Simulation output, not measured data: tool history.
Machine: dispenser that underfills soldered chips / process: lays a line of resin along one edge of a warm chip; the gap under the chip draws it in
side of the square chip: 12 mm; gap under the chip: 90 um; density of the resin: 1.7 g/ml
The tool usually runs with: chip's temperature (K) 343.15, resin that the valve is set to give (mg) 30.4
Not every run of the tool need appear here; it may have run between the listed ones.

| run | day | chip's temperature (K) | resin that the valve is set to give (mg) | time until the resin shows at the far edge (s) | resin that the valve gave (mg) |
|---|---|---|---|---|---|
| 1 | 0.000 | 343.15 | 30.4 | 113.7 | 29.09 |
|  | 0.079 | new syringe of resin |
| 2 | 0.383 | 343.15 | 30.4 | 94.5 | 28.51 |
| 3 | 0.567 | 343.15 | 30.4 | 112.8 | 28.59 |
|  | 0.646 | new syringe of resin |
| 4 | 1.004 | 343.15 | 30.4 | 100.2 | 28.40 |
|  | 1.217 | new syringe of resin |
| 5 | 1.242 | 343.15 | 32.1 | 67.6 | 29.99 |
| 6 | 1.525 | 343.15 | 37.1 | 90.4 | 34.40 |
|  | 1.779 | new syringe of resin |
| 7 | 1.912 | 343.15 | 26.9 | 83.7 | 24.81 |
| 8 | 2.288 | 343.15 | 26.9 | 121.9 | 24.59 |
|  | 2.338 | new syringe of resin |
| 9 | 2.692 | 343.15 | 30.4 | 102.3 | 27.54 |
|  | 2.888 | new syringe of resin |
| 10 | 3.088 | 347.15 | 30.4 | 71.5 | 27.57 |
| 11 | 3.362 | 347.15 | 30.4 | 94.2 | 27.21 |
|  | 3.462 | new syringe of resin |
| 12 | 3.650 | 354.15 | 30.4 | 51.2 | 27.28 |
| 13 | 3.892 | 354.15 | 30.4 | 65.6 | 27.17 |
|  | 4.017 | new syringe of resin |
| 14 | 4.283 | 354.15 | 30.4 | 54.8 | 27.06 |
|  | 4.588 | new syringe of resin |
| 15 | 4.692 | 343.15 | 30.4 | 77.1 | 26.91 |
| 16 | 4.867 | 343.15 | 30.4 | 91.9 | 26.83 |
|  | 5.146 | new syringe of resin |
| 17 | 5.162 | 343.15 | 30.4 | 68.7 | 26.85 |
| 18 | 5.404 | 336.15 | 30.4 | 121.7 | 26.35 |
|  | 5.700 | new syringe of resin |
| 19 | 5.700 | 336.15 | 30.4 | 93.6 | 26.42 |
|  | 6.138 | dispensing valve cleaned and set on the balance |
| 20 | 6.138 | 349.15 | 30.4 | 73.9 | 30.36 |
|  | 6.300 | new syringe of resin |
| 21 | 6.333 | 352.15 | 33.3 | 45.1 | 33.49 |

Forecast run 22:
| 22 | 6.729 | 356.15 | 26.4 | ? | ? |

time until the resin shows at the far edge (s): 61.8
resin that the valve gave (mg): 26.20
Without the tool's hidden state the same run would have given time until the resin shows at the far edge (s) 42.0, resin that the valve gave (mg) 26.31.
